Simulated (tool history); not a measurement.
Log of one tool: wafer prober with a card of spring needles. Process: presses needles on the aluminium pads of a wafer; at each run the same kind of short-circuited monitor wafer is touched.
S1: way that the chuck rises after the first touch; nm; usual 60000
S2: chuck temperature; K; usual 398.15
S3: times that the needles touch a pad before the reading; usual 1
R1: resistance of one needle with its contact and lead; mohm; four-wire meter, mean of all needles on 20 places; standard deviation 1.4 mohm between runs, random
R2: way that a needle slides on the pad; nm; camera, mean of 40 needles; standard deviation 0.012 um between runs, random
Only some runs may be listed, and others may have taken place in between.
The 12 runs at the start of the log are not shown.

run	hour	S1	S2	S3	R1	R2
13	120.1	60000	398.15	2	129	9270
14	126	60000	398.15	2	135	9280
15	135.4	60000	398.15	2	134	9270
# hour 137.5: tips cleaned on abrasive film
16	143.8	60000	398.15	2	127	9290
17	154.8	60000	398.15	1	141	9260
# hour 159.6: height of the first contact set anew
18	162.6	60000	398.15	1	145	9220
# hour 167.7: tips cleaned on abrasive film
19	169	47000	320.15	1	122	7200
20	175.1	47000	320.15	1	131	7200
21	186.2	67000	390.15	2	131	10320
22	194	60000	360.15	2	132	9230
# hour 197.9: height of the first contact set anew, once more
# hour 198: tips cleaned on abrasive film
23	205.9	51000	347.15	3	123	7990
24	212.1	60000	398.15	2	129	9410
25	223.7	69000	317.15	2	123	10820
# hour 227.8: tips cleaned on abrasive film
26	236.6	68000	398.15	3	123	10640
27	244.4	48000	306.15	2	128	7520
28	251.1	48000	306.15	2	133	7520
# hour 257.7: tips cleaned on abrasive film
29	257.7	60000	396.15	2	121	9380
30	270.6	60000	396.15	2	131	9390
31	276.6	40000	398.15	1	166	6250
32	286.2	55000	336.15	2	130	8600
# hour 287.5: tips cleaned on abrasive film
33	296.9	55000	336.15	2	121	8580
34	309.7	80000	336.15	1	129	12510
# hour 316.7: tips cleaned on abrasive film
35	322.4	67000	319.15	2	117	10470

Alternative continuations, all from the tool just after run 35; predict every row:
A	332.4	51000	398.15	1	?	?
B	332.4	60000	312.15	2	?	?
C	332.4	48000	321.15	2	?	?
D	332.4	54000	300.15	1	?	?

run	R1	R2
A	145	7960
B	122	9360
C	131	7470
D	132	8410
Stripped of hidden state, with their random variation kept, the same runs would have yielded:
run	R1	R2
A	122	8000
B	109	9400
C	114	7510
D	108	8450

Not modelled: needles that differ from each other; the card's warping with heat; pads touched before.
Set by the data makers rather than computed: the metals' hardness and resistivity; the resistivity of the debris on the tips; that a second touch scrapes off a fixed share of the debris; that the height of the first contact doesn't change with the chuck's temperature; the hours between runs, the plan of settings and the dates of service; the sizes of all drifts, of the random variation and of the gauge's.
